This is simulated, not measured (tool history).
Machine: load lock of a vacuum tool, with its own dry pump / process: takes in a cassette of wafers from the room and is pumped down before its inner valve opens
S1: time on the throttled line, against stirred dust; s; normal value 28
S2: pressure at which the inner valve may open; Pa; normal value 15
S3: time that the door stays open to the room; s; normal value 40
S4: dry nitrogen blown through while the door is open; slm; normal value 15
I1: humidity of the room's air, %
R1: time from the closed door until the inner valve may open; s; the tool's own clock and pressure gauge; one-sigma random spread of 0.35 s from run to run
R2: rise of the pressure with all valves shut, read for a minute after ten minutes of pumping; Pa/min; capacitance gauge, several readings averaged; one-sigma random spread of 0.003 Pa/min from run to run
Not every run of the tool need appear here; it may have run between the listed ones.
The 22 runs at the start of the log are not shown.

run	hour	S1	S2	S3	S4	I1	R1	R2
23	5198.7	38	24	180	39	43.5	60.1	0.44
24	5498.6	38	24	180	39	47.9	59.7	0.439
25	5643.5	28	15	25	15	45.8	54	0.432
26	5951	28	19	29	15	45.9	52.8	0.438
27	6154.3	28	15	47	15	48.7	53.6	0.461
28	6416.4	14	13	40	4	45.4	43.3	0.488
29	6617.9	14	13	122	4	42.6	43.7	0.521
30	6805.1	28	15	142	15	43.8	53.8	0.502
31	7022.1	28	15	142	15	46.2	54.4	0.503

Expected results for the next run?
32	7366.4	28	15	40	10	46.1	?	?

{"run 32": {"R1": 54.7, "R2": 0.5}}
If the tool had no hidden condition, the same run with the same run-to-run variation would have returned R1 49.2 s, R2 0.027 Pa/min.
